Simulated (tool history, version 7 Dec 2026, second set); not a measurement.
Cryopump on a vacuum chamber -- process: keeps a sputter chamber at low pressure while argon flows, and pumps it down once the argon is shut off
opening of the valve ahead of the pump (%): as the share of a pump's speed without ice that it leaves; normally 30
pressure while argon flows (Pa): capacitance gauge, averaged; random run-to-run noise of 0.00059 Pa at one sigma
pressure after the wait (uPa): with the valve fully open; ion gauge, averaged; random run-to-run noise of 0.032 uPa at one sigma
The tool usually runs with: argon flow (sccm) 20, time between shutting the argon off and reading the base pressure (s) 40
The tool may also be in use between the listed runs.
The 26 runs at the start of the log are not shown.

run   hour  argon flow (sccm)  time between shutting the argon off and reading the base pressure (s)  opening of the valve ahead of the pump (%)  pressure while argon flows (Pa)  pressure after the wait (uPa)
 27  612.2                 20                                                                     42                                          47                           0.0541                           2.63
 28  636.9                 12                                                                     40                                          28                           0.0541                           2.78
 29  661.9                 12                                                                     40                                          29                           0.0518                           2.76
 30  679.9                 18                                                                    123                                          58                           0.0401                           1.86
 31  697.4                 20                                                                     40                                          56                           0.0476                            2.8
 32  723.4                 20                                                                     76                                          38                           0.0682                           2.17
 33  750.4                 18                                                                     40                                          27                           0.0838                            2.9
 34  776.8                 18                                                                     40                                          27                           0.0855                           2.91

Forecast each of these 3 alternatives for the next run:
  A  801.6                 18                                                                    135                                          27                                ?                              ?
  B  801.6                 18                                                                    183                                          47                                ?                              ?
  C  801.6                 18                                                                     33                                          28                                ?                              ?

run  pressure while argon flows (Pa)  pressure after the wait (uPa)
  A                           0.0854                           2.03
  B                           0.0514                           1.86
  C                           0.0831                           3.32
Without the tool's unlogged condition, the same runs would have read:
run  pressure while argon flows (Pa)  pressure after the wait (uPa)
  A                             0.08                           0.68
  B                            0.046                           0.56
  C                           0.0776                           1.98
